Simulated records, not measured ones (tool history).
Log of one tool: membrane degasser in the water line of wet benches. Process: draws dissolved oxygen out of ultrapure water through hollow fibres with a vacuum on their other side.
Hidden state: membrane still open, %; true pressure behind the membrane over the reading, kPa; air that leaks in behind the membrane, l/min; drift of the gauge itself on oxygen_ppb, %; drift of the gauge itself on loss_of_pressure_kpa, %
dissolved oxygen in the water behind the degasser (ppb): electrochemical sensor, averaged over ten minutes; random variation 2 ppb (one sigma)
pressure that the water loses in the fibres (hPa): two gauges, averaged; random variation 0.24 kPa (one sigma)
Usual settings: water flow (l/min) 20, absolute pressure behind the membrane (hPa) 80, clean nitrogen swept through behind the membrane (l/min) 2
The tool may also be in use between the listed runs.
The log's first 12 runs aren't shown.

run,day,water flow (l/min),absolute pressure behind the membrane (hPa),clean nitrogen swept through behind the membrane (l/min),hours since the membrane was changed,hours since the vacuum gauge was calibrated,hours since the vacuum lines were made tight,dissolved oxygen in the water behind the degasser (ppb),pressure that the water loses in the fibres (hPa)
13,60.575,20,80,3.42,7179,136,939,170.3,662.3
14,65.458,20,108.3,2,7297,253,1056,281.5,666.9
15,70.921,20,108.3,2,7428,384,1187,280,668.7
16,75.338,22,80,2,7534,490,1293,252.9,733
17,78.329,22,80,2,7606,562,1365,257.9,729.2
18,82.742,21,52.6,5.33,7711,668,1471,140.8,699.7
19,89.25,20,105.5,2.31,7868,824,1627,250.4,669.6
20,94.408,27,80,5.48,7991,948,1751,273,900.5
21,101.658,13,112.4,1.19,8165,1122,1925,237.6,435.3
22,108.704,30,54.7,2,8335,1291,2094,363.7,1009.8
23,114.2,23,114.4,1.48,8466,1423,2226,431.8,762.8
24,121.1,23,135.4,2,8632,1589,2392,416.1,769.8
25,125.496,20,72,1.51,8738,1694,2497,230.4,669.5
26,132.046,27,50.4,4.14,8895,1851,2654,259.9,910.4
27,136.829,24,126.8,2,9010,1966,2769,423.3,805.6
28,140.608,24,126.8,2,9100,2057,2860,421.8,805.1
29,143.708,13,80,1.1,9175,2131,2934,163.8,438.8
30,148.696,13,80,1.1,9294,2251,3054,167.6,436.7
31,155.65,16,144.6,1.15,9461,2418,3221,409,540.7
32,161.458,13,80,2,9601,2557,3360,107.2,438.1
33,165.554,13,147.7,2.01,9699,2656,3459,216.6,436.4

3 ways to go on from here, each from the tool as it stands after run 33. What would each give?
A,171.112,13,80,2,9832,2789,3592,?,?
B,171.112,25,119.7,2.47,9832,2789,3592,?,?
C,171.112,19,48.1,2.42,9832,2789,3592,?,?

run,dissolved oxygen in the water behind the degasser (ppb),pressure that the water loses in the fibres (hPa)
A,108.3,440.8
B,405.1,847.3
C,130.6,641.9
Without the tool's hidden state the same runs would have given:
run,dissolved oxygen in the water behind the degasser (ppb),pressure that the water loses in the fibres (hPa)
A,95.7,414.5
B,359.8,796.7
C,103.2,603.6
